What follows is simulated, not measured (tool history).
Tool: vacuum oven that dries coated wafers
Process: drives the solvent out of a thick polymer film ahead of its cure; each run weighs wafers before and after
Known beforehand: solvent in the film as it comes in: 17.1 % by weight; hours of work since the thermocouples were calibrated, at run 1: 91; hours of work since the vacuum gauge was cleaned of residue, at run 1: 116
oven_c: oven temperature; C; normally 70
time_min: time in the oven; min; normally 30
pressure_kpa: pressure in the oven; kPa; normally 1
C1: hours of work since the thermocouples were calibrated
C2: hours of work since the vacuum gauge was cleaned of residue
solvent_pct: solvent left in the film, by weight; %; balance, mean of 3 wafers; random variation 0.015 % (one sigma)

run 1 day=0 | oven_c=70 time_min=30 pressure_kpa=1 | C1=91 C2=116 | solvent_pct=1.2
run 2 day=0.358 | oven_c=70 time_min=30 pressure_kpa=1 | C1=95 C2=120 | solvent_pct=1.2
run 3 day=0.817 | oven_c=70 time_min=30 pressure_kpa=3.99 | C1=100 C2=125 | solvent_pct=1.7
run 4 day=1.529 | oven_c=70 time_min=30 pressure_kpa=3.14 | C1=108 C2=133 | solvent_pct=1.58
run 5 day=2.242 | oven_c=70 time_min=30 pressure_kpa=3.14 | C1=116 C2=141 | solvent_pct=1.55
run 6 day=2.671 | oven_c=70 time_min=30 pressure_kpa=1.39 | C1=121 C2=146 | solvent_pct=1.26
run 7 day=3.096 | oven_c=70 time_min=30 pressure_kpa=1 | C1=126 C2=151 | solvent_pct=1.2
run 8 day=3.862 | oven_c=84 time_min=30 pressure_kpa=1 | C1=134 C2=159 | solvent_pct=0.18
run 9 day=4.271 | oven_c=84 time_min=30 pressure_kpa=1 | C1=139 C2=164 | solvent_pct=0.18
run 10 day=4.675 | oven_c=84 time_min=30 pressure_kpa=1 | C1=144 C2=169 | solvent_pct=0.16
run 11 day=5.233 | oven_c=70 time_min=30 pressure_kpa=1.35 | C1=150 C2=175 | solvent_pct=1.27
run 12 day=5.929 | oven_c=70 time_min=30 pressure_kpa=1.35 | C1=158 C2=183 | solvent_pct=1.25
run 13 day=6.725 | oven_c=70 time_min=30 pressure_kpa=1.35 | C1=167 C2=192 | solvent_pct=1.26
run 14 day=7.417 | oven_c=70 time_min=30 pressure_kpa=1.35 | C1=174 C2=200 | solvent_pct=1.25
run 15 day=8.104 | oven_c=70 time_min=30 pressure_kpa=3.78 | C1=182 C2=207 | solvent_pct=1.64
run 16 day=8.767 | oven_c=70 time_min=30 pressure_kpa=1 | C1=190 C2=215 | solvent_pct=1.17
run 17 day=9.138 | oven_c=70 time_min=49 pressure_kpa=1 | C1=194 C2=219 | solvent_pct=0.34
run 18 day=9.817 | oven_c=70 time_min=49 pressure_kpa=1 | C1=202 C2=227 | solvent_pct=0.34
run 19 day=10.312 | oven_c=70 time_min=49 pressure_kpa=1 | C1=207 C2=232 | solvent_pct=0.35
run 20 day=11.021 | oven_c=70 time_min=30 pressure_kpa=1 | C1=215 C2=240 | solvent_pct=1.18
run 21 day=11.396 | oven_c=70 time_min=30 pressure_kpa=1 | C1=219 C2=244 | solvent_pct=1.16
run 22 day=12.146 | oven_c=70 time_min=30 pressure_kpa=1 | C1=228 C2=253 | solvent_pct=1.16
run 23 day=12.925 | oven_c=70 time_min=30 pressure_kpa=1 | C1=237 C2=262 | solvent_pct=1.17
run 24 day=13.429 | oven_c=70 time_min=30 pressure_kpa=1 | C1=242 C2=267 | solvent_pct=1.16
run 25 day=13.888 | oven_c=64 time_min=32 pressure_kpa=1 | C1=247 C2=273 | solvent_pct=2.02
run 26 day=14.575 | oven_c=64 time_min=32 pressure_kpa=1 | C1=255 C2=280 | solvent_pct=2.05
run 27 day=15.138 | oven_c=64 time_min=32 pressure_kpa=1 | C1=262 C2=287 | solvent_pct=2.02
run 28 day=15.504 | oven_c=70 time_min=30 pressure_kpa=1.63 | C1=266 C2=291 | solvent_pct=1.25
run 29 day=15.838 | oven_c=70 time_min=30 pressure_kpa=1.63 | C1=269 C2=295 | solvent_pct=1.23
run 30 day=16.512 | oven_c=70 time_min=30 pressure_kpa=0.57 | C1=277 C2=302 | solvent_pct=1.07
run 31 day=17.162 | oven_c=70 time_min=30 pressure_kpa=0.57 | C1=284 C2=309 | solvent_pct=1.06
run 32 day=17.825 | oven_c=70 time_min=30 pressure_kpa=0.57 | C1=292 C2=317 | solvent_pct=1.07
run 33 day=18.388 | oven_c=70 time_min=30 pressure_kpa=0.57 | C1=298 C2=323 | solvent_pct=1.07
run 34 day=18.967 | oven_c=80 time_min=30 pressure_kpa=2.79 | C1=305 C2=330 | solvent_pct=0.49
run 35 day=19.579 | oven_c=70 time_min=28 pressure_kpa=3.84 | C1=312 C2=337 | solvent_pct=1.8
run 36 day=19.946 | oven_c=78 time_min=50 pressure_kpa=1.5 | C1=316 C2=341 | solvent_pct=0.22
run 37 day=20.592 | oven_c=80 time_min=17 pressure_kpa=1 | C1=323 C2=348 | solvent_pct=1.19
run 38 day=21.379 | oven_c=80 time_min=17 pressure_kpa=0.94 | C1=332 C2=357 | solvent_pct=1.2
run 39 day=21.821 | oven_c=70 time_min=31 pressure_kpa=3.03 | C1=337 C2=362 | solvent_pct=1.4
run 40 day=22.188 | oven_c=80 time_min=31 pressure_kpa=1.27 | C1=341 C2=366 | solvent_pct=0.3
run 41 day=23.008 | oven_c=80 time_min=15 pressure_kpa=1.27 | C1=350 C2=375 | solvent_pct=1.59
run 42 day=23.462 | oven_c=57 time_min=49 pressure_kpa=2.15 | C1=355 C2=381 | solvent_pct=2.32
run 43 day=23.921 | oven_c=57 time_min=49 pressure_kpa=2.15 | C1=361 C2=386 | solvent_pct=2.3
run 44 day=24.396 | oven_c=70 time_min=18 pressure_kpa=2.36 | C1=366 C2=391 | solvent_pct=3.16
run 45 day=25.017 | oven_c=60 time_min=44 pressure_kpa=2.36 | C1=373 C2=398 | solvent_pct=2.05
run 46 day=25.625 | oven_c=76 time_min=25 pressure_kpa=2.36 | C1=380 C2=405 | solvent_pct=0.96
run 47 day=26.021 | oven_c=70 time_min=39 pressure_kpa=1 | C1=384 C2=409 | solvent_pct=0.6
run 48 day=26.4 | oven_c=83 time_min=21 pressure_kpa=3.36 | C1=389 C2=414 | solvent_pct=0.68

Measured minus without-hidden-state, run by run (identical run-to-run variation in each term; gauge scatter may differ):
What the log doesn't record here: true wafer temperature over the reading, C; true pressure over the reading, kPa; drift of the gauge itself on solvent_pct, %.
run=1 solvent_pct=-0.02
run=2 solvent_pct=-0.02
run=3 solvent_pct=-0.03
run=4 solvent_pct=-0.02
run=5 solvent_pct=-0.02
run=6 solvent_pct=-0.03
run=7 solvent_pct=-0.03
run=8 solvent_pct=-0.01
run=9 solvent_pct=+0
run=10 solvent_pct=+0
run=11 solvent_pct=-0.03
run=12 solvent_pct=-0.04
run=13 solvent_pct=-0.04
run=14 solvent_pct=-0.04
run=15 solvent_pct=-0.06
run=16 solvent_pct=-0.05
run=17 solvent_pct=-0.01
run=18 solvent_pct=-0.01
run=19 solvent_pct=-0.02
run=20 solvent_pct=-0.05
run=21 solvent_pct=-0.06
run=22 solvent_pct=-0.06
run=23 solvent_pct=-0.06
run=24 solvent_pct=-0.06
run=25 solvent_pct=-0.1
run=26 solvent_pct=-0.1
run=27 solvent_pct=-0.1
run=28 solvent_pct=-0.07
run=29 solvent_pct=-0.07
run=30 solvent_pct=-0.07
run=31 solvent_pct=-0.07
run=32 solvent_pct=-0.07
run=33 solvent_pct=-0.08
run=34 solvent_pct=-0.02
run=35 solvent_pct=-0.09
run=36 solvent_pct=+0
run=37 solvent_pct=-0.08
run=38 solvent_pct=-0.08
run=39 solvent_pct=-0.09
run=40 solvent_pct=-0.02
run=41 solvent_pct=-0.11
run=42 solvent_pct=-0.14
run=43 solvent_pct=-0.14
run=44 solvent_pct=-0.18
run=45 solvent_pct=-0.14
run=46 solvent_pct=-0.08
run=47 solvent_pct=-0.06
run=48 solvent_pct=-0.05
